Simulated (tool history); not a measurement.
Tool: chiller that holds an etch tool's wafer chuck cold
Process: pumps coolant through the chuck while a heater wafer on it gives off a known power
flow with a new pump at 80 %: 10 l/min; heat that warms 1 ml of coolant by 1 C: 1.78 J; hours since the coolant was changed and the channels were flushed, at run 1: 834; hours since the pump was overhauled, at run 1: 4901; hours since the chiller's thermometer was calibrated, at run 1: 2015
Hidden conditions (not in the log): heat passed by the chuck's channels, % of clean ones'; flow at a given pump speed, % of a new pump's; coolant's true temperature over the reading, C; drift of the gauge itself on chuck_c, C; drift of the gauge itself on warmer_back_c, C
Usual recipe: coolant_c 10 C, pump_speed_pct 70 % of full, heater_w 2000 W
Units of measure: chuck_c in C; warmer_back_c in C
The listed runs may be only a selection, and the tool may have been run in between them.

run    hour  coolant_c  pump_speed_pct  heater_w  hours since the coolant was changed and the channels were flushed  hours since the pump was overhauled  hours since the chiller's thermometer was calibrated  chuck_c  warmer_back_c
  1     0.0         10              70      2000                                                                834                                 4901                                                  2015     26.2           8.35
  2   114.7         10              70      2000                                                                949                                 5016                                                  2130     26.3           8.25
  3   230.8         10              70      2000                                                               1065                                 5132                                                  2246     26.3           8.27
  4   317.2         10              70      1358                                                               1151                                 5219                                                  2332     21.3           5.63
      362.9  -- chiller's thermometer calibrated
  5   411.7         10              70      1358                                                               1244                                 5312                                                    49     21.0           5.64
  6   547.0         10              70      1358                                                               1380                                 5447                                                   184     21.1           5.59
  7   602.7         10              70      1358                                                               1435                                 5503                                                   240     21.0           5.66
  8   727.6         10              93      2000                                                               1560                                 5628                                                   365     23.1           6.09
  9   785.6         10              65      2000                                                               1618                                 5686                                                   423     27.2           8.95
 10   905.4         10              65      2000                                                               1738                                 5806                                                   543     27.4           9.04
 11  1009.0         10              65      2000                                                               1842                                 5909                                                   646     27.5           8.96
 12  1104.6         10              65      2000                                                               1937                                 6005                                                   742     27.3           9.06
 13  1173.5         10              65      2000                                                               2006                                 6074                                                   811     27.4           9.06
 14  1281.2         10              65      2000                                                               2114                                 6182                                                   918     27.4           9.06
 15  1336.4         10              65      2000                                                               2169                                 6237                                                   974     27.4           8.98
 16  1467.9         10              65      2000                                                               2301                                 6368                                                  1105     27.6           9.07
 17  1590.6         10              65      2000                                                               2423                                 6491                                                  1228     27.6           9.10
 18  1715.0         16              65      1996                                                               2548                                 6615                                                  1352     33.7           8.99
 19  1772.6         16              65      1996                                                               2605                                 6673                                                  1410     33.8           9.08
 20  1879.9         10              94      1615                                                               2713                                 6780                                                  1517     21.0           4.96
 21  1987.6         10              94      1615                                                               2820                                 6888                                                  1625     20.9           4.93

Run 22, settings as shown, results not yet in. Your forecast:
 22  2089.4         10              94      1615                                                               2922                                 6990                                                  1727        ?              ?

{"run 22": {"chuck_c": 20.8, "warmer_back_c": 4.98}}
If the tool had no hidden condition, the same run with the same run-to-run variation would have returned chuck_c 19.8 C, warmer_back_c 4.58 C.

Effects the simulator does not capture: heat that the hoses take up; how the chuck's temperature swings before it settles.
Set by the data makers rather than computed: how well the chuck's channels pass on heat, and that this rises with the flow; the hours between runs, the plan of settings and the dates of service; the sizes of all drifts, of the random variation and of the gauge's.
